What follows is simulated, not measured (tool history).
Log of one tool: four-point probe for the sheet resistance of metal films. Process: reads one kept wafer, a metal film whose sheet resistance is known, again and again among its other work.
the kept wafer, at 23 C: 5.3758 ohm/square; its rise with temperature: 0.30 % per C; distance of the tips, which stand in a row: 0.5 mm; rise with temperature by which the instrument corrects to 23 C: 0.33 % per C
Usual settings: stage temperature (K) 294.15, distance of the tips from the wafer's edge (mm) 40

run	hour	stage temperature (K)	distance of the tips from the wafer's edge (mm)	sheet resistance as the instrument gives it (ohm/square)
1	0.0	294.15	40	5.377948
2	130.4	294.15	40	5.379018
3	188.2	294.15	40	5.377726
4	327.2	294.15	40	5.377332
5	393.7	294.15	40	5.377851
6	483.1	308.15	40	5.355301
7	620.0	301.15	40	5.366367
8	733.7	301.15	40	5.366430
9	819.4	294.15	40	5.378802
10	890.3	294.15	40	5.376791
11	996.7	294.15	31	5.378019
12	1103.3	294.15	31	5.377377
13	1193.4	294.15	4	5.422508
14	1283.6	294.15	4	5.424227
15	1342.5	306.15	4	5.404148
16	1450.2	306.15	4	5.404113
17	1526.9	305.15	40	5.361656
18	1658.4	305.15	4	5.407767
19	1758.1	305.15	4	5.404013
20	1898.6	304.15	40	5.363039
21	2003.9	294.15	4	5.423983
22	2147.1	306.15	6	5.378840
23	2256.7	308.15	9	5.363810
24	2363.2	294.15	10	5.384537
25	2453.4	294.15	10	5.385614
26	2566.9	296.15	34	5.374353
27	2647.2	302.15	28	5.366592
28	2730.8	307.15	56	5.357901
29	2838.1	291.15	15	5.386482
30	2926.8	296.15	9	5.384324
31	3019.6	296.15	29	5.374636
32	3083.6	293.15	29	5.380216
33	3206.7	293.15	21	5.380734
34	3306.8	306.15	39	5.359336
35	3449.2	300.15	24	5.370095
36	3545.2	301.15	14	5.370601
37	3620.9	298.15	20	5.372675
38	3750.4	302.15	4	5.410030
39	3858.1	302.15	4	5.410672
# hour 3875.8: new probe head fitted
40	3947.0	299.15	15	5.375942

3 ways to go on from here, each from the tool as it stands after run 40. What would each give?
A	4080.5	295.15	47	?
B	4080.5	291.15	44	?
C	4080.5	306.15	34	?

run	sheet resistance as the instrument gives it (ohm/square)
A	5.377308
B	5.386754
C	5.361759
Without the tool's hidden state the same runs would have given:
run	sheet resistance as the instrument gives it (ohm/square)
A	5.376792
B	5.386236
C	5.361249

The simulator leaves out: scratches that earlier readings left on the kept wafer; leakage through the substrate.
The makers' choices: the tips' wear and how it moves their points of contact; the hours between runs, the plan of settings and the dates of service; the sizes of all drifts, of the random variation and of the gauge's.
